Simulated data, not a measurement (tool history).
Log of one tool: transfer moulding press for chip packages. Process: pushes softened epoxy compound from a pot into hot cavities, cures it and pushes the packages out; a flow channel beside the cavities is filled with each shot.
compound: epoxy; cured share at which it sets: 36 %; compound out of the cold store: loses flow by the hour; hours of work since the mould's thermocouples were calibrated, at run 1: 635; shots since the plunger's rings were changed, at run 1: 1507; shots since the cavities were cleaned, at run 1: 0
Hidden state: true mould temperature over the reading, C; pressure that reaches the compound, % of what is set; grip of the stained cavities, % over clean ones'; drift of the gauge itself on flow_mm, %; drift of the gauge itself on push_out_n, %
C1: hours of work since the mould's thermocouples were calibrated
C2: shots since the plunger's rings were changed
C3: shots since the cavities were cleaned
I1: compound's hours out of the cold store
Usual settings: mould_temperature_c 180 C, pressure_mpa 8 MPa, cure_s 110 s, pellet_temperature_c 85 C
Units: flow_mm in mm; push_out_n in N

Run 1, hour 0: usual settings; C1 635; C2 1507; C3 0; I1 24.2. Result: flow_mm 810 mm, push_out_n 530 N.
At hour 52.6: cavities cleaned with cleaning compound and waxed.
Run 2, hour 59.8: usual settings; C1 661; C2 1978; C3 57; I1 40.4. Result: flow_mm 745 mm, push_out_n 508 N.
At hour 109.2: cavities cleaned with cleaning compound and waxed.
Run 3, hour 122.8: usual settings but cure_s 142 s; C1 688; C2 2477; C3 110; I1 18.7. Result: flow_mm 841 mm, push_out_n 447 N.
At hour 161.9: cavities cleaned with cleaning compound and waxed.
Run 4, hour 186.7: usual settings but cure_s 142 s; C1 716; C2 2983; C3 201; I1 36.7. Result: flow_mm 759 mm, push_out_n 443 N.
At hour 217.8: cavities cleaned with cleaning compound and waxed.
At hour 239.2: plunger's sealing rings changed.
Run 5, hour 265.3: usual settings but mould_temperature_c 173 C; C1 749; C2 212; C3 365; I1 29. Result: flow_mm 812 mm, push_out_n 848 N.
At hour 273.7: cavities cleaned with cleaning compound and waxed.
At hour 294.5: mould's thermocouples calibrated.
Run 6, hour 315.5: usual settings but mould_temperature_c 173 C; C1 9; C2 590; C3 322; I1 13.4. Result: flow_mm 878 mm, push_out_n 891 N.
At hour 331: cavities cleaned with cleaning compound and waxed.
Run 7, hour 367.3: usual settings but mould_temperature_c 173 C; C1 32; C2 997; C3 294; I1 39.6. Result: flow_mm 779 mm, push_out_n 819 N.
At hour 388.3: cavities cleaned with cleaning compound and waxed.
Run 8, hour 416.3: usual settings but mould_temperature_c 173 C; C1 53; C2 1382; C3 227; I1 37.6. Result: flow_mm 778 mm, push_out_n 788 N.
At hour 445.2: cavities cleaned with cleaning compound and waxed.
Run 9, hour 469.1: usual settings but mould_temperature_c 173 C, pressure_mpa 6.52 MPa; C1 75; C2 1798; C3 193; I1 23.2. Result: flow_mm 749 mm, push_out_n 843 N.
At hour 501.6: cavities cleaned with cleaning compound and waxed.
Run 10, hour 545.7: usual settings but pressure_mpa 7.3 MPa; C1 109; C2 2406; C3 357; I1 42.2. Result: flow_mm 715 mm, push_out_n 524 N.
At hour 556.8: cavities cleaned with cleaning compound and waxed.
Run 11, hour 585.6: usual settings but cure_s 129 s, pellet_temperature_c 93 C; C1 126; C2 2717; C3 233; I1 31.8. Result: flow_mm 788 mm, push_out_n 454 N.
At hour 612.4: cavities cleaned with cleaning compound and waxed.
Run 12, hour 644.4: usual settings but mould_temperature_c 183 C, pressure_mpa 6.12 MPa; C1 151; C2 3181; C3 259; I1 33.2. Result: flow_mm 682 mm, push_out_n 481 N.
At hour 664.9: cavities cleaned with cleaning compound and waxed.
At hour 672.1: plunger's sealing rings changed.
Run 13, hour 704.5: usual settings but mould_temperature_c 173 C, pressure_mpa 6.12 MPa, cure_s 138 s; C1 176; C2 263; C3 301; I1 14.4. Result: flow_mm 761 mm, push_out_n 557 N.
At hour 722.7: cavities cleaned with cleaning compound and waxed.
Run 14, hour 752.4: usual settings but pressure_mpa 6.25 MPa; C1 197; C2 639; C3 241; I1 39.3. Result: flow_mm 667 mm, push_out_n 505 N.
At hour 777.5: cavities cleaned with cleaning compound and waxed.
Run 15, hour 817.9: usual settings but pressure_mpa 6.25 MPa; C1 225; C2 1157; C3 328; I1 37.7. Result: flow_mm 673 mm, push_out_n 517 N.
At hour 833.3: cavities cleaned with cleaning compound and waxed.
Run 16, hour 851.2: usual settings but mould_temperature_c 175 C, pressure_mpa 7.83 MPa; C1 239; C2 1415; C3 145; I1 23.3. Result: flow_mm 823 mm, push_out_n 714 N.
At hour 886.5: cavities cleaned with cleaning compound and waxed.
Run 17, hour 904.4: usual settings but mould_temperature_c 175 C, pressure_mpa 7.83 MPa; C1 262; C2 1833; C3 145; I1 15.5. Result: flow_mm 855 mm, push_out_n 745 N.
At hour 940.8: cavities cleaned with cleaning compound and waxed.
Run 18, hour 978.4: usual settings but mould_temperature_c 175 C, pressure_mpa 7.83 MPa; C1 294; C2 2420; C3 304; I1 44.4. Result: flow_mm 746 mm, push_out_n 697 N.
At hour 994.1: cavities cleaned with cleaning compound and waxed.
At hour 1048.8: cavities cleaned with cleaning compound and waxed.
Run 19, hour 1048.8: usual settings but mould_temperature_c 175 C, pressure_mpa 7.83 MPa; C1 324; C2 2967; C3 0; I1 11.7. Result: flow_mm 863 mm, push_out_n 752 N.

3 ways to go on from here, each from the tool as it stands after run 19. What would each give?
At hour 1105.5: plunger's sealing rings changed.
At hour 1107: cavities cleaned with cleaning compound and waxed.
Run A, hour 1120.4: usual settings but mould_temperature_c 175 C, pressure_mpa 7.83 MPa, pellet_temperature_c 92 C; C1 354; C2 109; C3 109; I1 39.2. Result: flow_mm ?, push_out_n ?.
At hour 1105.5: plunger's sealing rings changed.
At hour 1107: cavities cleaned with cleaning compound and waxed.
Run B, hour 1120.4: usual settings but pressure_mpa 9.82 MPa, cure_s 113 s, pellet_temperature_c 84 C; C1 354; C2 109; C3 109; I1 11.1. Result: flow_mm ?, push_out_n ?.
At hour 1105.5: plunger's sealing rings changed.
At hour 1107: cavities cleaned with cleaning compound and waxed.
Run C, hour 1120.4: usual settings but mould_temperature_c 175 C, pressure_mpa 7.83 MPa, pellet_temperature_c 77 C; C1 354; C2 109; C3 109; I1 44.6. Result: flow_mm ?, push_out_n ?.

run  flow_mm  push_out_n
  A      760         673
  B      960         528
  C      738         700
Without the tool's hidden state the same runs would have given:
run  flow_mm  push_out_n
  A      760         670
  B      960         525
  C      738         696
